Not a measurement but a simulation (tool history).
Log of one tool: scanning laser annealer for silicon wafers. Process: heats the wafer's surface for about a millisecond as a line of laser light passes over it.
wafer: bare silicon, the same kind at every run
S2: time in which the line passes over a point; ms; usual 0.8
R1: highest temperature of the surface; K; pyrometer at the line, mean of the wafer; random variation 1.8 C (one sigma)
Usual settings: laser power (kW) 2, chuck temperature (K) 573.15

Run 1, hour 0: usual settings. Result: R1 1263.15 K.
Run 2, hour 16.1: usual settings. Result: R1 1263.15 K.
Run 3, hour 37.5: usual settings. Result: R1 1259.15 K.
Run 4, hour 68.1: usual settings but S2 0.643 ms. Result: R1 1200.15 K.
Run 5, hour 95.7: usual settings but S2 0.831 ms. Result: R1 1263.15 K.
Run 6, hour 111.9: usual settings but S2 0.831 ms. Result: R1 1269.15 K.
Run 7, hour 141.8: usual settings but S2 0.831 ms. Result: R1 1267.15 K.
Run 8, hour 161.2: usual settings but S2 0.831 ms. Result: R1 1269.15 K.
Run 9, hour 192.8: usual settings but S2 0.831 ms. Result: R1 1264.15 K.
Run 10, hour 219.9: usual settings. Result: R1 1251.15 K.
Run 11, hour 239.2: usual settings but chuck temperature (K) 613.15. Result: R1 1289.15 K.
Run 12, hour 261: usual settings but chuck temperature (K) 613.15. Result: R1 1290.15 K.
Run 13, hour 278.2: usual settings but laser power (kW) 1.901, S2 0.617 ms, chuck temperature (K) 613.15. Result: R1 1183.15 K.
Run 14, hour 296.5: usual settings but laser power (kW) 1.901, S2 0.735 ms, chuck temperature (K) 548.15. Result: R1 1165.15 K.
Run 15, hour 326.3: usual settings but laser power (kW) 1.901, S2 0.735 ms, chuck temperature (K) 548.15. Result: R1 1161.15 K.
Run 16, hour 343.1: usual settings but laser power (kW) 1.896, S2 0.771 ms, chuck temperature (K) 552.15. Result: R1 1177.15 K.
Run 17, hour 362.2: usual settings but laser power (kW) 2.15, S2 0.997 ms, chuck temperature (K) 540.15. Result: R1 1339.15 K.
Run 18, hour 384.3: usual settings but laser power (kW) 1.965, S2 0.924 ms, chuck temperature (K) 559.15. Result: R1 1259.15 K.
Run 19, hour 410.8: usual settings but laser power (kW) 1.965, S2 0.924 ms, chuck temperature (K) 559.15. Result: R1 1258.15 K.
Run 20, hour 434.6: usual settings but laser power (kW) 1.965, S2 0.924 ms, chuck temperature (K) 559.15. Result: R1 1260.15 K.
Run 21, hour 455.1: usual settings but laser power (kW) 1.965, S2 0.614 ms, chuck temperature (K) 599.15. Result: R1 1181.15 K.
Run 22, hour 467.9: usual settings but laser power (kW) 1.85, S2 0.594 ms, chuck temperature (K) 558.15. Result: R1 1098.15 K.
Run 23, hour 497: usual settings but laser power (kW) 1.719, chuck temperature (K) 544.15. Result: R1 1107.15 K.

5 ways to go on from here, each from the tool as it stands after run 23. What would each give?
Run A, hour 517.8: usual settings but chuck temperature (K) 606.15. Result: R1 ?.
Run B, hour 517.8: usual settings but laser power (kW) 1.765, S2 0.922 ms, chuck temperature (K) 536.15. Result: R1 ?.
Run C, hour 517.8: usual settings but laser power (kW) 2.036, S2 0.862 ms, chuck temperature (K) 547.15. Result: R1 ?.
Run D, hour 517.8: usual settings but laser power (kW) 1.953, S2 0.713 ms, chuck temperature (K) 545.15. Result: R1 ?.
Run E, hour 517.8: usual settings but laser power (kW) 1.719, chuck temperature (K) 564.15. Result: R1 ?.

run       R1
  A  1270.15
  B  1152.15
  C  1248.15
  D  1160.15
  E  1129.15
Without the tool's hidden state the same runs would have given:
run       R1
  A  1309.15
  B  1188.15
  C  1289.15
  D  1196.15
  E  1162.15
